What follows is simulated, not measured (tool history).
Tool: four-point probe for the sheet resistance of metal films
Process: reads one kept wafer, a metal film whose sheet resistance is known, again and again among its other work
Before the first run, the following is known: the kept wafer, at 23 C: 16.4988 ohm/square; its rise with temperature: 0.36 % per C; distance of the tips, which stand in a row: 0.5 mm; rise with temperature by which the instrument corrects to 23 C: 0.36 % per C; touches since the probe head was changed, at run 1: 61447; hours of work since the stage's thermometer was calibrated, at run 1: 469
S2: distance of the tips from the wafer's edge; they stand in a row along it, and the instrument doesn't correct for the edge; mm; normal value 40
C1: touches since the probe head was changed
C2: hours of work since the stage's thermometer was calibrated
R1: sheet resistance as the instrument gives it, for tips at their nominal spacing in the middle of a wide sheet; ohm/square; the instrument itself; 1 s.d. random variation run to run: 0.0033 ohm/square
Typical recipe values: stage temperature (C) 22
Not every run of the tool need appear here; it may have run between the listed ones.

Run 1, hour 0.0: usual settings; C1 61447; C2 469. Result: R1 16.503787 ohm/square.
At hour 12.4: new probe head fitted.
Run 2, hour 20.9: usual settings; C1 536; C2 484. Result: R1 16.496951 ohm/square.
Run 3, hour 44.9: usual settings; C1 2065; C2 503. Result: R1 16.499741 ohm/square.
Run 4, hour 63.1: usual settings; C1 3225; C2 517. Result: R1 16.504951 ohm/square.
Run 5, hour 81.4: usual settings; C1 4388; C2 531. Result: R1 16.502002 ohm/square.
Run 6, hour 96.2: usual settings; C1 5324; C2 543. Result: R1 16.503140 ohm/square.
Run 7, hour 119.1: usual settings; C1 6786; C2 561. Result: R1 16.495592 ohm/square.
Run 8, hour 135.3: usual settings; C1 7814; C2 573. Result: R1 16.512235 ohm/square.
Run 9, hour 148.2: usual settings; C1 8633; C2 583. Result: R1 16.509509 ohm/square.
Run 10, hour 159.3: usual settings; C1 9343; C2 592. Result: R1 16.501766 ohm/square.
Run 11, hour 170.1: usual settings; C1 10029; C2 600. Result: R1 16.511521 ohm/square.
Run 12, hour 182.5: usual settings; C1 10816; C2 610. Result: R1 16.498806 ohm/square.
Run 13, hour 199.4: usual settings; C1 11889; C2 623. Result: R1 16.504606 ohm/square.
Run 14, hour 221.4: usual settings; C1 13289; C2 640. Result: R1 16.495468 ohm/square.
Run 15, hour 238.6: usual settings; C1 14381; C2 654. Result: R1 16.504989 ohm/square.
Run 16, hour 254.1: usual settings; C1 15371; C2 666. Result: R1 16.500624 ohm/square.
Run 17, hour 272.8: usual settings; C1 16558; C2 680. Result: R1 16.501922 ohm/square.
Run 18, hour 287.9: usual settings but S2 37 mm; C1 17517; C2 692. Result: R1 16.502981 ohm/square.
Run 19, hour 303.6: usual settings but S2 37 mm; C1 18513; C2 704. Result: R1 16.502971 ohm/square.
Run 20, hour 315.1: usual settings but S2 37 mm; C1 19248; C2 713. Result: R1 16.503091 ohm/square.
Run 21, hour 331.0: usual settings but stage temperature (C) 23, S2 4 mm; C1 20261; C2 726. Result: R1 16.642597 ohm/square.
Run 22, hour 352.6: usual settings but stage temperature (C) 25, S2 15 mm; C1 21634; C2 742. Result: R1 16.509821 ohm/square.
Run 23, hour 372.9: usual settings but stage temperature (C) 23, S2 18 mm; C1 22924; C2 758. Result: R1 16.509147 ohm/square.
Run 24, hour 394.7: usual settings but stage temperature (C) 23, S2 18 mm; C1 24310; C2 775. Result: R1 16.507307 ohm/square.
Run 25, hour 415.4: usual settings but stage temperature (C) 23, S2 18 mm; C1 25625; C2 791. Result: R1 16.509865 ohm/square.
Run 26, hour 437.2: usual settings but stage temperature (C) 23, S2 18 mm; C1 27010; C2 808. Result: R1 16.504761 ohm/square.
Run 27, hour 456.7: usual settings but stage temperature (C) 19, S2 12 mm; C1 28251; C2 823. Result: R1 16.514689 ohm/square.
Run 28, hour 472.9: usual settings but stage temperature (C) 23, S2 6 mm; C1 29279; C2 836. Result: R1 16.563566 ohm/square.
Run 29, hour 485.5: usual settings but stage temperature (C) 23, S2 6 mm; C1 30081; C2 846. Result: R1 16.561306 ohm/square.
Run 30, hour 498.0: usual settings but stage temperature (C) 23, S2 6 mm; C1 30878; C2 856. Result: R1 16.562256 ohm/square.
Run 31, hour 514.4: usual settings but stage temperature (C) 24, S2 19 mm; C1 31924; C2 868. Result: R1 16.506457 ohm/square.
Run 32, hour 538.0: usual settings but stage temperature (C) 24, S2 19 mm; C1 33423; C2 887. Result: R1 16.503146 ohm/square.
Run 33, hour 557.6: usual settings but stage temperature (C) 20, S2 3 mm; C1 34668; C2 902. Result: R1 16.743855 ohm/square.
Run 34, hour 579.4: usual settings but stage temperature (C) 20, S2 3 mm; C1 36052; C2 919. Result: R1 16.747458 ohm/square.
Run 35, hour 595.0: usual settings but stage temperature (C) 18, S2 13 mm; C1 37048; C2 931. Result: R1 16.515420 ohm/square.
Run 36, hour 610.9: usual settings but stage temperature (C) 18, S2 13 mm; C1 38057; C2 943. Result: R1 16.506289 ohm/square.
Run 37, hour 628.9: usual settings but stage temperature (C) 18, S2 13 mm; C1 39204; C2 957. Result: R1 16.516079 ohm/square.
Run 38, hour 644.3: usual settings but stage temperature (C) 18, S2 13 mm; C1 40182; C2 969. Result: R1 16.517615 ohm/square.
Run 39, hour 665.0: usual settings but stage temperature (C) 28, S2 5 mm; C1 41498; C2 985. Result: R1 16.588722 ohm/square.
Run 40, hour 687.1: usual settings but stage temperature (C) 28, S2 5 mm; C1 42906; C2 1003. Result: R1 16.592591 ohm/square.

Across each entry between runs, compare the hidden state at the last listed run before it with the hidden state at the first listed run after it:
After run 1, before run 2: new probe head fitted (hour 12.4)
  inner tips' distance over the nominal, %: 0.01 -> 0.004; tips' flats over new ones', %: 1 -> 0
